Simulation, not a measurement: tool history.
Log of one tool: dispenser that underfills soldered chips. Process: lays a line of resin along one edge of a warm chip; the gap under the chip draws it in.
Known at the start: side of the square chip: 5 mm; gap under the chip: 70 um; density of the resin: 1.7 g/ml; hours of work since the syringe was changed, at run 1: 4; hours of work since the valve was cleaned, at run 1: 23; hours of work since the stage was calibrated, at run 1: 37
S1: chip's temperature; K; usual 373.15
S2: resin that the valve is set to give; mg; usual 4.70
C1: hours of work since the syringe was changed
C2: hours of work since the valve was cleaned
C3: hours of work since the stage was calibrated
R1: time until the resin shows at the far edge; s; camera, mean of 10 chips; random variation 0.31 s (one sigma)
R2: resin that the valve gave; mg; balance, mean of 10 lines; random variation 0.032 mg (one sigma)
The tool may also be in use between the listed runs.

run 1 day=0.000 | S1=373.15 S2=4.70 | C1=4 C2=23 C3=37 | R1=8.4 R2=4.63
run 2 day=0.104 | S1=373.15 S2=4.70 | C1=5 C2=24 C3=38 | R1=9.3 R2=4.62
-- day=0.183 new syringe of resin
run 3 day=0.283 | S1=373.15 S2=5.25 | C1=2 C2=27 C3=41 | R1=6.3 R2=5.20
run 4 day=0.425 | S1=373.15 S2=5.25 | C1=4 C2=29 C3=43 | R1=7.4 R2=5.15
-- day=0.612 new syringe of resin
run 5 day=0.617 | S1=373.15 S2=4.70 | C1=0 C2=32 C3=46 | R1=5.6 R2=4.58
run 6 day=0.788 | S1=373.15 S2=4.70 | C1=3 C2=34 C3=48 | R1=7.0 R2=4.64
run 7 day=0.946 | S1=363.15 S2=5.92 | C1=5 C2=37 C3=51 | R1=12.2 R2=5.80
-- day=1.042 new syringe of resin
run 8 day=1.083 | S1=373.15 S2=5.23 | C1=1 C2=39 C3=53 | R1=6.1 R2=5.07
run 9 day=1.242 | S1=378.15 S2=4.43 | C1=3 C2=41 C3=55 | R1=6.4 R2=4.30
run 10 day=1.425 | S1=366.15 S2=4.63 | C1=6 C2=44 C3=58 | R1=11.2 R2=4.49
-- day=1.479 new syringe of resin
run 11 day=1.529 | S1=384.15 S2=5.48 | C1=1 C2=45 C3=59 | R1=4.2 R2=5.36
run 12 day=1.683 | S1=384.15 S2=5.48 | C1=3 C2=48 C3=61 | R1=5.1 R2=5.37

The same runs without the tool's hidden state, with the same run-to-run variation:
The hidden state here: resin's viscosity, % of fresh resin's; dose that the valve gives, % of what is set; true chip temperature over the reading, C; drift of the gauge itself on fill_s, %; drift of the gauge itself on given_mg, %.
run=1 R1=6.2 R2=4.69
run=2 R1=5.9 R2=4.68
run=3 R1=5.6 R2=5.28
run=4 R1=5.4 R2=5.23
run=5 R1=5.7 R2=4.66
run=6 R1=5.6 R2=4.73
run=7 R1=8.0 R2=5.92
run=8 R1=6.0 R2=5.18
run=9 R1=5.1 R2=4.40
run=10 R1=6.7 R2=4.60
run=11 R1=4.0 R2=5.49
run=12 R1=3.9 R2=5.51

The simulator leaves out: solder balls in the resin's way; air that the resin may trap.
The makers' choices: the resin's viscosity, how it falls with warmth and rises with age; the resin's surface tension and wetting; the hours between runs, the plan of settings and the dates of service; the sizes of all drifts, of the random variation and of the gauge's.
